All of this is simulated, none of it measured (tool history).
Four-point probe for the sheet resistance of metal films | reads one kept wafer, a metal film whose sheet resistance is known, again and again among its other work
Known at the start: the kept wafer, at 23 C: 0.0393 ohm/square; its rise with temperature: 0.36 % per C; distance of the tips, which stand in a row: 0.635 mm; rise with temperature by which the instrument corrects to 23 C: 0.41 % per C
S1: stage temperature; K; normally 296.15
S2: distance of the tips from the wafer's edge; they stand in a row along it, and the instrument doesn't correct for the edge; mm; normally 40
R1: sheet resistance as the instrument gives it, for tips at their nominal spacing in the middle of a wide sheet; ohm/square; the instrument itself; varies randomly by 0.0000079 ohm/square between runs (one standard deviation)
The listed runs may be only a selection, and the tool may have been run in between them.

run,day,S1,S2,R1
1,0,296.15,40,0.039434
2,0.642,301.15,40,0.039329
3,1.308,304.15,40,0.039271
4,2.317,304.15,40,0.039276
5,3.338,304.15,40,0.03928
6,3.904,304.15,40,0.039274
7,4.796,292.15,40,0.039542
8,5.504,292.15,40,0.039535
9,6.492,292.15,40,0.039482
10,7.162,296.15,40,0.039396
11,7.729,296.15,40,0.039401
12,8.688,296.15,40,0.039394
13,9.162,296.15,40,0.039404
14,9.633,296.15,7,0.039581
15,10.179,296.15,40,0.039397
16,10.933,294.15,40,0.039443
17,11.742,294.15,15,0.039477
18,12.729,296.15,40,0.039397
19,13.354,296.15,40,0.039407
20,13.8,297.15,11,0.039448
21,14.492,297.15,11,0.039453
22,15.417,302.15,3,0.040201
23,16.392,302.15,4,0.039832
24,17.35,292.15,40,0.039509
25,17.858,292.15,40,0.039495
26,18.633,291.15,40,0.039525
27,19.542,296.15,4,0.039941
28,20.558,292.15,43,0.039498
29,21.071,295.15,8,0.039558
30,21.612,300.15,51,0.03935
31,22.096,295.15,53,0.039445
32,22.633,296.15,68,0.03944
33,23.583,302.15,11,0.03938
34,24.429,301.15,64,0.03932
35,25.304,301.15,64,0.039322
36,26.204,292.15,58,0.039528
37,26.65,305.15,3,0.040154

Between the runs listed above, the log contained 1 entry, not reproduced here. Where in the sequence does each belong, and how does what the log doesn't record of the tool's condition differ from the listed run before to the listed run after?
Logged between run 8 and run 9: stage's thermometer calibrated (day 5.604)
  inner tips' distance over the nominal, %: 0.21 -> 0.214; wafer's true temperature over the reading, C: 0.41 -> -0.01
  measured minus no-state result, R1: +0.000149 -> +0.00009 ohm/square
